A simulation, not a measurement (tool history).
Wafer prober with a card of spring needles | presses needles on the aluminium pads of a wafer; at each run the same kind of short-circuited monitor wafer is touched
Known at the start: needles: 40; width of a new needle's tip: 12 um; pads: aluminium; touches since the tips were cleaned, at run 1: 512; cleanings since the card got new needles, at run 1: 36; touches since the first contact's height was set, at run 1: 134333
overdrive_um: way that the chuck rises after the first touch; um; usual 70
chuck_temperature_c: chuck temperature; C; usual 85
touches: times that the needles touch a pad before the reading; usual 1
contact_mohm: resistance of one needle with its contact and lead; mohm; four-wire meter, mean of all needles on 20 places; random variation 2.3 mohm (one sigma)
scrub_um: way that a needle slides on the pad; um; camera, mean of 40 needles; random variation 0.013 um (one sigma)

| run | day | overdrive_um | chuck_temperature_c | touches | touches since the tips were cleaned | cleanings since the card got new needles | touches since the first contact's height was set | contact_mohm | scrub_um |
|---|---|---|---|---|---|---|---|---|---|
| 1 | 0 | 70 | 85 | 1 | 512 | 36 | 134333 | 262 | 8.81 |
|  | 1.746 | tips cleaned on abrasive film |
| 2 | 2.629 | 70 | 85 | 1 | 4369 | 37 | 147271 | 269 | 8.8 |
|  | 3.554 | tips cleaned on abrasive film |
| 3 | 4.558 | 70 | 85 | 1 | 4935 | 38 | 156735 | 265 | 8.81 |
|  | 5.533 | tips cleaned on abrasive film |
| 4 | 7.179 | 70 | 85 | 1 | 8103 | 39 | 169629 | 266 | 8.78 |
|  | 7.321 | tips cleaned on abrasive film |
| 5 | 8.792 | 70 | 85 | 1 | 7244 | 40 | 177546 | 268 | 8.82 |
|  | 9.196 | tips cleaned on abrasive film |
|  | 10.954 | tips cleaned on abrasive film |
| 6 | 11.304 | 70 | 85 | 2 | 1721 | 42 | 189887 | 260 | 8.77 |
|  | 12.988 | tips cleaned on abrasive film |
| 7 | 13.488 | 70 | 85 | 2 | 2474 | 43 | 200628 | 265 | 8.77 |
|  | 14.792 | tips cleaned on abrasive film |
| 8 | 14.792 | 70 | 48 | 3 | 0 | 44 | 207027 | 255 | 8.78 |
|  | 16.704 | tips cleaned on abrasive film |
| 9 | 16.762 | 70 | 48 | 3 | 304 | 45 | 216718 | 254 | 8.77 |
|  | 17.483 | height of the first contact set anew |
|  | 18.638 | tips cleaned on abrasive film |
| 10 | 19.308 | 70 | 48 | 3 | 3299 | 46 | 8978 | 254 | 8.77 |
|  | 20.425 | tips cleaned on abrasive film |
|  | 22.262 | tips cleaned on abrasive film |
| 11 | 22.429 | 55 | 25 | 2 | 815 | 48 | 24310 | 256 | 6.87 |
|  | 24.246 | tips cleaned on abrasive film |
| 12 | 25.388 | 50 | 87 | 1 | 5627 | 49 | 38864 | 272 | 6.26 |
|  | 26.096 | tips cleaned on abrasive film |
| 13 | 27.662 | 50 | 87 | 1 | 7728 | 50 | 50045 | 273 | 6.21 |
|  | 27.925 | tips cleaned on abrasive film |
| 14 | 29.179 | 75 | 85 | 1 | 6174 | 51 | 57498 | 261 | 9.36 |

Forecast each of these 5 alternatives for the next run:
|  | 29.788 | tips cleaned on abrasive film |
| A | 31.117 | 75 | 25 | 1 | 6545 | 52 | 67021 | ? | ? |
|  | 29.788 | tips cleaned on abrasive film |
| B | 31.117 | 56 | 85 | 3 | 6545 | 52 | 67021 | ? | ? |
|  | 29.788 | tips cleaned on abrasive film |
| C | 31.117 | 56 | 120 | 1 | 6545 | 52 | 67021 | ? | ? |
|  | 29.788 | tips cleaned on abrasive film |
| D | 31.117 | 60 | 85 | 1 | 6545 | 52 | 67021 | ? | ? |
|  | 29.788 | tips cleaned on abrasive film |
| E | 31.117 | 75 | 52 | 3 | 6545 | 52 | 67021 | ? | ? |

| run | contact_mohm | scrub_um |
|---|---|---|
| A | 251 | 9.35 |
| B | 269 | 7 |
| C | 277 | 6.99 |
| D | 268 | 7.48 |
| E | 254 | 9.34 |
Without the tool's hidden state the same runs would have given:
| run | contact_mohm | scrub_um |
|---|---|---|
| A | 250 | 9.46 |
| B | 268 | 7.09 |
| C | 277 | 7.07 |
| D | 267 | 7.57 |
| E | 254 | 9.46 |

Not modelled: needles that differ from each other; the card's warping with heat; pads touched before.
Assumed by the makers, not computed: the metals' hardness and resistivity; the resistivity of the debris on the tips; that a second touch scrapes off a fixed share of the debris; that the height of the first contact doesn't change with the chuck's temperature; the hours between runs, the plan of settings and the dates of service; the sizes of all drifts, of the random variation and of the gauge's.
